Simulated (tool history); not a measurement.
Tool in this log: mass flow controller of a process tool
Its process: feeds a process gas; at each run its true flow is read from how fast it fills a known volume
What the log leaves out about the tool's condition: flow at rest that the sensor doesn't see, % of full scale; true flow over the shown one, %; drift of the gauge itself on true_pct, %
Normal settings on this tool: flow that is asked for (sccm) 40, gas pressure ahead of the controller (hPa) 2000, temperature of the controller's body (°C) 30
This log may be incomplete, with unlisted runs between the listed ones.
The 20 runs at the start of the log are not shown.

run,hour,flow that is asked for (sccm),gas pressure ahead of the controller (hPa),temperature of the controller's body (°C),hours of work since the controller was set to zero,hours of work since the controller was changed,true flow (%)
21,1205,23,2220,22,1657,1657,99.14
22,1276.9,23,2220,22,1708,1708,99.07
23,1351.9,23,2510,28,1761,1761,99.74
24,1413.2,24,1880,28,1805,1805,99.24
25,1482.6,24,1880,28,1855,1855,99.33
26,1535.7,17,2690,28,1892,1892,99.69
27,1575.4,40,2000,24,1921,1921,99.71
28,1649,40,2170,24,1973,1973,99.56
29,1693.2,12,2110,21,2005,2005,98.64
30,1735.5,24,2330,27,2035,2035,99.55
31,1775.6,8,2090,39,2063,2063,99.69
32,1822.3,8,2090,39,2097,2097,99.74
33,1867.2,26,2710,34,2129,2129,100.29
34,1919.5,26,2710,34,2166,2166,100.31
35,1956.5,26,2710,34,2192,2192,100.26
36,2032.6,26,2710,34,2246,2246,100.28
37,2090.3,5,2720,34,2288,2288,99.84
38,2144.8,41,1680,25,2326,2326,99.53

Each row is a separate what-if for the run after 38, all from the same tool condition, not one after another. Results?
A,2223,10,1750,30,2382,2382,?
B,2223,22,1680,25,2382,2382,?
C,2223,27,1680,25,2382,2382,?
D,2223,41,1680,25,2382,2382,?
E,2223,41,2140,25,2382,2382,?

run,true flow (%)
A,98.97
B,98.98
C,99.15
D,99.52
E,99.76
What these runs would have given with no unlogged condition in the tool:
run,true flow (%)
A,98.97
B,98.98
C,99.15
D,99.51
E,99.76
